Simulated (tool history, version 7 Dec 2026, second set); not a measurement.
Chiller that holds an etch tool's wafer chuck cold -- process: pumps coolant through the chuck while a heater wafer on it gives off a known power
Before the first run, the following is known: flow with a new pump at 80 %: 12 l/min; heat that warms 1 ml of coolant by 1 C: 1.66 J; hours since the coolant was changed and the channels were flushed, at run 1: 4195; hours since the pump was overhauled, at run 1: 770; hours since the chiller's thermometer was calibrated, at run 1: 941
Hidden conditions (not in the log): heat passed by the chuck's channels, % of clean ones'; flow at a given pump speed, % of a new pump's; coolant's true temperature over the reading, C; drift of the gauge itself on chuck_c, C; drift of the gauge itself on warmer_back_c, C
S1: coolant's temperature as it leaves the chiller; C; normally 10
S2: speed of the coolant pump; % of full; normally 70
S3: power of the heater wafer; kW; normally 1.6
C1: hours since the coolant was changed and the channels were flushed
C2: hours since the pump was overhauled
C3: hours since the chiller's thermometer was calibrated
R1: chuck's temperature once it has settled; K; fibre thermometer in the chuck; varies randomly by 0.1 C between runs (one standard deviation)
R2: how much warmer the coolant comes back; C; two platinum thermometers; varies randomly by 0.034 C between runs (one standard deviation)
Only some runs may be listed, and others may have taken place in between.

run 1 hour=0 | S1=10 S2=70 S3=1.6 | C1=4195 C2=770 C3=941 | R1=304.15 R2=5.74
run 2 hour=46.4 | S1=10 S2=70 S3=1.6 | C1=4241 C2=817 C3=988 | R1=304.25 R2=5.79
run 3 hour=99.5 | S1=10 S2=70 S3=1.6 | C1=4294 C2=870 C3=1041 | R1=304.15 R2=5.81
run 4 hour=130.8 | S1=10 S2=70 S3=1.6 | C1=4326 C2=901 C3=1072 | R1=304.25 R2=5.81
run 5 hour=193.5 | S1=10 S2=70 S3=1.6 | C1=4388 C2=964 C3=1135 | R1=304.35 R2=5.81
run 6 hour=221.9 | S1=18 S2=70 S3=1.6 | C1=4417 C2=992 C3=1163 | R1=312.05 R2=5.81
-- hour=227.6 chiller's thermometer calibrated
run 7 hour=276.9 | S1=18 S2=70 S3=1.6 | C1=4471 C2=1046 C3=49 | R1=312.35 R2=5.87
run 8 hour=313.8 | S1=16 S2=70 S3=1.6 | C1=4508 C2=1083 C3=86 | R1=310.35 R2=5.82
run 9 hour=348.5 | S1=14 S2=70 S3=1.078 | C1=4542 C2=1118 C3=121 | R1=301.55 R2=3.92
run 10 hour=384.5 | S1=15 S2=83 S3=0.971 | C1=4578 C2=1154 C3=157 | R1=298.95 R2=2.94
run 11 hour=429.8 | S1=12 S2=80 S3=1.35 | C1=4624 C2=1199 C3=202 | R1=300.95 R2=4.27
run 12 hour=475.8 | S1=6 S2=87 S3=1.321 | C1=4670 C2=1245 C3=248 | R1=293.35 R2=3.83
-- hour=521.8 chiller's thermometer calibrated, once more
run 13 hour=528.4 | S1=7 S2=70 S3=1.6 | C1=4721 C2=1297 C3=7 | R1=301.85 R2=5.8
run 14 hour=563.3 | S1=10 S2=77 S3=1.548 | C1=4756 C2=1331 C3=42 | R1=302.35 R2=5.06
run 15 hour=595.2 | S1=17 S2=70 S3=2.181 | C1=4788 C2=1363 C3=73 | R1=319.85 R2=7.97

Branching from run 15: 3 alternative next runs. What would each branch give?
run A hour=636.2 | S1=4 S2=70 S3=2.181 | C1=4829 C2=1404 C3=114 | R1=? R2=?
run B hour=636.2 | S1=1 S2=70 S3=1.6 | C1=4829 C2=1404 C3=114 | R1=? R2=?
run C hour=636.2 | S1=12 S2=70 S3=1.939 | C1=4829 C2=1404 C3=114 | R1=? R2=?

run=A R1=307.05 R2=8.02
run=B R1=295.95 R2=5.93
run=C R1=311.75 R2=7.13
What these runs would have given with no unlogged condition in the tool:
run=A R1=301.45 R2=7.63
run=B R1=291.85 R2=5.64
run=C R1=306.75 R2=6.79
